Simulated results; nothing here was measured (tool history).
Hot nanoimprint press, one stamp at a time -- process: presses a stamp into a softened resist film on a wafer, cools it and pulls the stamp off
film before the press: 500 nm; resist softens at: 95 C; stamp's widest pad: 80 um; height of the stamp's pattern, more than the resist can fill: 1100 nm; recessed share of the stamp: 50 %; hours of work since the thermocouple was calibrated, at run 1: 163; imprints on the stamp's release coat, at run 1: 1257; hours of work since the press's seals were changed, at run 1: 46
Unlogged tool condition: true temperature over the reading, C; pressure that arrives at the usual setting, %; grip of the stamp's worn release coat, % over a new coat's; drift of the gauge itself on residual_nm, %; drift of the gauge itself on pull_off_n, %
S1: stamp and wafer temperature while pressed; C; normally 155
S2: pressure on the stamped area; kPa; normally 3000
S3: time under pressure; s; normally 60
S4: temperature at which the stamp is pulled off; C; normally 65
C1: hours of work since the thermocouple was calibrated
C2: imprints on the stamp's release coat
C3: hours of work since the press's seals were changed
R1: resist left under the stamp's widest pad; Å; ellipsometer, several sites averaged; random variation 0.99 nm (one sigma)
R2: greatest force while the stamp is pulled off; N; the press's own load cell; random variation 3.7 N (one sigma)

{"run": 1, "day": 0.0, "S1": 155, "S2": 3000, "S3": 60, "S4": 65, "C1": 163, "C2": 1257, "C3": 46, "R1": 2989, "R2": 177}
{"run": 2, "day": 0.396, "S1": 155, "S2": 3000, "S3": 60, "S4": 65, "C1": 169, "C2": 1294, "C3": 52, "R1": 3000, "R2": 175}
{"run": 3, "day": 1.325, "S1": 155, "S2": 3000, "S3": 60, "S4": 64, "C1": 183, "C2": 1382, "C3": 66, "R1": 2980, "R2": 176}
{"run": 4, "day": 1.896, "S1": 155, "S2": 3000, "S3": 60, "S4": 64, "C1": 191, "C2": 1436, "C3": 74, "R1": 2994, "R2": 179}
{"run": 5, "day": 2.608, "S1": 155, "S2": 3000, "S3": 60, "S4": 64, "C1": 202, "C2": 1503, "C3": 85, "R1": 2976, "R2": 182}
{"run": 6, "day": 3.571, "S1": 155, "S2": 3000, "S3": 60, "S4": 64, "C1": 217, "C2": 1594, "C3": 100, "R1": 2973, "R2": 187}
{"run": 7, "day": 4.238, "S1": 157, "S2": 3000, "S3": 60, "S4": 65, "C1": 227, "C2": 1656, "C3": 110, "R1": 2778, "R2": 181}
{"day": 4.775, "done": "stamp cleaned and given a new release coat"}
{"run": 8, "day": 5.392, "S1": 155, "S2": 3000, "S3": 60, "S4": 65, "C1": 240, "C2": 58, "C3": 123, "R1": 2974, "R2": 179}
{"run": 9, "day": 6.146, "S1": 155, "S2": 3000, "S3": 60, "S4": 65, "C1": 252, "C2": 129, "C3": 135, "R1": 2997, "R2": 183}
{"run": 10, "day": 7.025, "S1": 155, "S2": 3000, "S3": 60, "S4": 65, "C1": 265, "C2": 212, "C3": 148, "R1": 2988, "R2": 184}
{"run": 11, "day": 7.992, "S1": 155, "S2": 3000, "S3": 60, "S4": 56, "C1": 280, "C2": 303, "C3": 163, "R1": 2983, "R2": 188}
{"run": 12, "day": 8.6, "S1": 155, "S2": 3000, "S3": 60, "S4": 56, "C1": 289, "C2": 360, "C3": 172, "R1": 2990, "R2": 190}
{"run": 13, "day": 9.125, "S1": 155, "S2": 3000, "S3": 60, "S4": 56, "C1": 297, "C2": 410, "C3": 180, "R1": 2988, "R2": 185}
{"run": 14, "day": 10.008, "S1": 155, "S2": 3000, "S3": 60, "S4": 56, "C1": 310, "C2": 493, "C3": 193, "R1": 2995, "R2": 197}
{"run": 15, "day": 10.838, "S1": 155, "S2": 3000, "S3": 60, "S4": 56, "C1": 323, "C2": 571, "C3": 206, "R1": 2994, "R2": 187}
{"run": 16, "day": 11.371, "S1": 147, "S2": 3000, "S3": 65, "S4": 68, "C1": 331, "C2": 621, "C3": 214, "R1": 3861, "R2": 170}
{"run": 17, "day": 12.079, "S1": 155, "S2": 3000, "S3": 108, "S4": 58, "C1": 341, "C2": 688, "C3": 224, "R1": 2510, "R2": 194}
{"run": 18, "day": 12.583, "S1": 155, "S2": 3000, "S3": 108, "S4": 58, "C1": 349, "C2": 735, "C3": 232, "R1": 2514, "R2": 194}
{"run": 19, "day": 13.333, "S1": 154, "S2": 3000, "S3": 60, "S4": 63, "C1": 360, "C2": 806, "C3": 243, "R1": 3088, "R2": 184}
{"run": 20, "day": 14.225, "S1": 166, "S2": 3000, "S3": 51, "S4": 63, "C1": 374, "C2": 890, "C3": 257, "R1": 2045, "R2": 180}
{"run": 21, "day": 14.775, "S1": 155, "S2": 2720, "S3": 106, "S4": 65, "C1": 382, "C2": 942, "C3": 265, "R1": 2670, "R2": 178}
{"run": 22, "day": 15.183, "S1": 148, "S2": 3900, "S3": 56, "S4": 67, "C1": 388, "C2": 980, "C3": 271, "R1": 3525, "R2": 176}
{"run": 23, "day": 15.633, "S1": 162, "S2": 3900, "S3": 56, "S4": 69, "C1": 395, "C2": 1023, "C3": 278, "R1": 1976, "R2": 176}
{"run": 24, "day": 16.367, "S1": 150, "S2": 2020, "S3": 34, "S4": 52, "C1": 406, "C2": 1092, "C3": 289, "R1": 4386, "R2": 199}
{"run": 25, "day": 17.104, "S1": 145, "S2": 3000, "S3": 102, "S4": 65, "C1": 417, "C2": 1161, "C3": 300, "R1": 3786, "R2": 175}
{"day": 18.004, "done": "plate thermocouple calibrated"}
{"run": 26, "day": 18.004, "S1": 145, "S2": 2650, "S3": 102, "S4": 59, "C1": 0, "C2": 1234, "C3": 312, "R1": 3916, "R2": 190}
{"run": 27, "day": 18.825, "S1": 161, "S2": 1820, "S3": 80, "S4": 64, "C1": 12, "C2": 1311, "C3": 324, "R1": 2793, "R2": 184}
{"run": 28, "day": 19.717, "S1": 158, "S2": 3000, "S3": 60, "S4": 61, "C1": 26, "C2": 1395, "C3": 338, "R1": 2663, "R2": 189}

Each row is a separate what-if for the run after 28, all from the same tool condition, not one after another. Results?
{"run": "A", "day": 20.133, "S1": 155, "S2": 3000, "S3": 35, "S4": 64, "C1": 32, "C2": 1434, "C3": 344, "R1": "?", "R2": "?"}
{"run": "B", "day": 20.133, "S1": 158, "S2": 1930, "S3": 60, "S4": 65, "C1": 32, "C2": 1434, "C3": 344, "R1": "?", "R2": "?"}
{"run": "C", "day": 20.133, "S1": 161, "S2": 4590, "S3": 83, "S4": 65, "C1": 32, "C2": 1434, "C3": 344, "R1": "?", "R2": "?"}
{"run": "D", "day": 20.133, "S1": 150, "S2": 3000, "S3": 60, "S4": 61, "C1": 32, "C2": 1434, "C3": 344, "R1": "?", "R2": "?"}
{"run": "E", "day": 20.133, "S1": 150, "S2": 2560, "S3": 47, "S4": 61, "C1": 32, "C2": 1434, "C3": 344, "R1": "?", "R2": "?"}

run=A R1=3441 R2=182
run=B R1=3281 R2=188
run=C R1=1650 R2=187
run=D R1=3577 R2=183
run=E R1=3954 R2=185
The same runs, with their run-to-run variation unchanged, on a tool lacking any hidden condition would have given:
run=A R1=3441 R2=181
run=B R1=3281 R2=187
run=C R1=1650 R2=186
run=D R1=3577 R2=181
run=E R1=3954 R2=184

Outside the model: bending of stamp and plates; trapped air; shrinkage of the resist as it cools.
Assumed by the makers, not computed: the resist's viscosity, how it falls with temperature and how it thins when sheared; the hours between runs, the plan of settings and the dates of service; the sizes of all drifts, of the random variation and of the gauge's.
